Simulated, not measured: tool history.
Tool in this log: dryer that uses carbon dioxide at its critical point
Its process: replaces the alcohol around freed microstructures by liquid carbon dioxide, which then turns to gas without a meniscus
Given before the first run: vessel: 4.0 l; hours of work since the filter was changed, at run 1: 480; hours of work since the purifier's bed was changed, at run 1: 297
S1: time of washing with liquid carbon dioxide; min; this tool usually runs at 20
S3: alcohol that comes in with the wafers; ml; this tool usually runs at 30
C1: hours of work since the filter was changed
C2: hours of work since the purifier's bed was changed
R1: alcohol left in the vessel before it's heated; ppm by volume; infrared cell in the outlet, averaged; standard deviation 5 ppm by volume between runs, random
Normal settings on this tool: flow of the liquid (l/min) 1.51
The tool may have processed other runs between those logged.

Run 1, hour 0.0: usual settings; C1 480; C2 297. Result: R1 115 ppm by volume.
Run 2, hour 19.2: usual settings but flow of the liquid (l/min) 1.62; C1 488; C2 305. Result: R1 101 ppm by volume.
At hour 23.2: inlet filter changed.
Run 3, hour 41.2: usual settings but flow of the liquid (l/min) 2.20; C1 8; C2 314. Result: R1 96 ppm by volume.
Run 4, hour 75.3: usual settings but flow of the liquid (l/min) 2.20; C1 23; C2 329. Result: R1 104 ppm by volume.
Run 5, hour 105.9: usual settings but flow of the liquid (l/min) 2.20; C1 36; C2 343. Result: R1 104 ppm by volume.
Run 6, hour 134.5: usual settings but flow of the liquid (l/min) 2.20, S3 36 ml; C1 49; C2 355. Result: R1 87 ppm by volume.
Run 7, hour 155.1: usual settings but flow of the liquid (l/min) 1.43, S3 36 ml; C1 58; C2 364. Result: R1 118 ppm by volume.
Run 8, hour 182.5: usual settings but flow of the liquid (l/min) 1.43, S3 36 ml; C1 70; C2 376. Result: R1 117 ppm by volume.
Run 9, hour 212.0: usual settings but flow of the liquid (l/min) 1.43, S3 36 ml; C1 83; C2 389. Result: R1 121 ppm by volume.
Run 10, hour 241.6: usual settings but S1 13 min, flow of the liquid (l/min) 0.91; C1 96; C2 402. Result: R1 606 ppm by volume.
Run 11, hour 282.2: usual settings but S1 13 min, flow of the liquid (l/min) 0.98, S3 115 ml; C1 114; C2 420. Result: R1 1709 ppm by volume.
Run 12, hour 306.8: usual settings but S1 24 min, flow of the liquid (l/min) 2.19; C1 124; C2 431. Result: R1 126 ppm by volume.
Run 13, hour 327.7: usual settings but S1 18 min, flow of the liquid (l/min) 2.39, S3 68 ml; C1 134; C2 440. Result: R1 125 ppm by volume.
Run 14, hour 356.5: usual settings but S1 18 min, flow of the liquid (l/min) 1.80, S3 22 ml; C1 146; C2 453. Result: R1 133 ppm by volume.
Run 15, hour 393.9: usual settings but S1 31 min, S3 26 ml; C1 163; C2 469. Result: R1 130 ppm by volume.
Run 16, hour 422.1: usual settings but S1 16 min, S3 67 ml; C1 175; C2 481. Result: R1 208 ppm by volume.

Run 17 has not been measured yet. What should we expect?
Run 17, hour 443.3: usual settings but flow of the liquid (l/min) 2.31; C1 184; C2 491. Result: R1 ?.

R1: 150 ppm by volume
Minus the tool's unlogged condition, the same run would have read R1 11 ppm by volume.
